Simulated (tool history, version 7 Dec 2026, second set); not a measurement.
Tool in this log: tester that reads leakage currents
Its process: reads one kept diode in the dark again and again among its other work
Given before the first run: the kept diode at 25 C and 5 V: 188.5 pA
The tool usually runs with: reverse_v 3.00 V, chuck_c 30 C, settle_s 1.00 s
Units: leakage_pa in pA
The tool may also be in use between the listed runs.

run,hour,reverse_v,chuck_c,settle_s,leakage_pa
1,0.0,3.00,30,1.00,220.00
2,128.8,3.00,30,1.00,218.62
# hour 142.6: tester calibrated
3,382.6,12.07,30,1.00,337.09
4,617.5,12.07,30,1.00,331.20
5,746.1,3.00,46,1.00,735.04
6,895.6,3.00,46,1.00,725.35
7,1109.3,3.00,46,0.40,721.30
# hour 1178.6: chuck's temperature calibrated
8,1368.6,3.00,46,0.40,840.16
9,1605.6,3.00,30,1.00,237.08
10,1788.9,3.00,30,1.00,232.72
11,1927.2,3.00,34,1.00,320.00
12,2156.7,3.00,34,0.30,314.15
13,2298.3,3.00,30,1.00,223.33
14,2522.2,3.00,30,3.22,220.64
15,2686.6,3.00,30,3.22,216.94
16,2896.2,3.00,40,2.20,479.59
17,3043.0,3.00,40,5.73,472.77
# hour 3167.8: probe card cleaned and baked
18,3292.6,3.00,40,5.73,459.43
19,3424.8,3.00,40,5.73,454.58
# hour 3469.3: chuck's temperature calibrated
20,3587.3,1.15,30,1.87,174.42
21,3729.3,1.15,30,1.87,173.44
22,3996.8,1.73,30,0.46,193.94
23,4181.0,1.73,30,0.46,190.51
24,4453.8,2.65,26,0.54,153.10
25,4705.6,3.88,26,0.98,169.34
26,4908.5,3.00,46,0.60,756.03
27,5176.2,3.00,46,0.60,743.39
28,5307.4,15.94,28,4.84,306.34
# hour 5512.5: tester calibrated
29,5585.6,7.52,52,2.10,1500.80

Consider 3 possible next runs. They are alternatives, not a sequence: every one starts from the tool as it was left by run 29. What does each give?
# hour 5770.4: chuck's temperature calibrated
A,5869.5,19.65,52,2.10,?
# hour 5770.4: chuck's temperature calibrated
B,5869.5,7.52,33,2.72,?
# hour 5770.4: chuck's temperature calibrated
C,5869.5,7.52,51,2.10,?

run,leakage_pa
A,2397.22
B,416.30
C,1631.03
With no hidden state in the tool, these same runs would have given:
run,leakage_pa
A,2401.99
B,414.73
C,1638.20
